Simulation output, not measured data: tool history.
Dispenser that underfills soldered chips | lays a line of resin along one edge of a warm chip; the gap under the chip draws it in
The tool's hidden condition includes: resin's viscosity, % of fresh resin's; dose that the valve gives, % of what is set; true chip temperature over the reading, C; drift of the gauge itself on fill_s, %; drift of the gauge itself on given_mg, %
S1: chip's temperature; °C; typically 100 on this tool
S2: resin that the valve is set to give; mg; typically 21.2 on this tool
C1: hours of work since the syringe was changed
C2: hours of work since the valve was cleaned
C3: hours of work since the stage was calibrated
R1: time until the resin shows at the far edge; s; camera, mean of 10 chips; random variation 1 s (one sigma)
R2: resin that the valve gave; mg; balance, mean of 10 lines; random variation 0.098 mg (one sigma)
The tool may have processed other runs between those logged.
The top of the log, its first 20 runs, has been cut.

run   hour   S1    S2  C1  C2   C3     R1     R2
 21   79.5   95  22.8   8  32  173  166.9  22.33
      80.1  -- new syringe of resin
 22   82.4   90  21.4   2  34  175  144.7  20.95
 23   87.0   90  21.4   5  38  178  171.7  20.84
 24   89.4   90  21.4   7  39  180  182.9  20.54
      91.7  -- new syringe of resin
 25   93.0  109  21.4   1  42  182   81.4  20.76
 26   98.0   94  19.2   5  46  186  151.2  18.68
 27  100.5   88  21.2   7  47  188  191.8  20.54
     103.3  -- new syringe of resin
 28  103.8  111  26.0   0  50  190   72.0  25.09
 29  107.0   93  21.1   3  52  193  138.3  20.13
 30  109.5  101  20.0   5  54  194  123.6  19.20
     114.8  -- new syringe of resin
 31  114.8  106  23.4   0  58  198   82.4  22.33
 32  118.4  106  23.4   3  61  201   91.9  22.28
 33  122.9  106  23.4   6  64  204  109.2  22.25
     126.3  -- new syringe of resin
 34  127.1  106  23.4   1  67  207   86.3  22.22
 35  129.4  104  20.6   2  69  209  101.5  19.65

Each row is a separate what-if for the run after 35, all from the same tool condition, not one after another. Results?
  A  133.3  94  20.6   5  71  212   ?   ?
  B  133.3  89  20.6   5  71  212   ?   ?
  C  133.3  99  21.7   5  71  212   ?   ?
  D  133.3  91  22.9   5  71  212   ?   ?

run     R1     R2
  A  153.2  19.64
  B  177.4  19.56
  C  133.2  20.41
  D  162.1  21.69
With the hidden condition removed and each run's random variation left untouched, the same runs would have given:
run     R1     R2
  A  113.8  20.68
  B  131.8  20.59
  C   99.2  21.48
  D  121.1  22.83
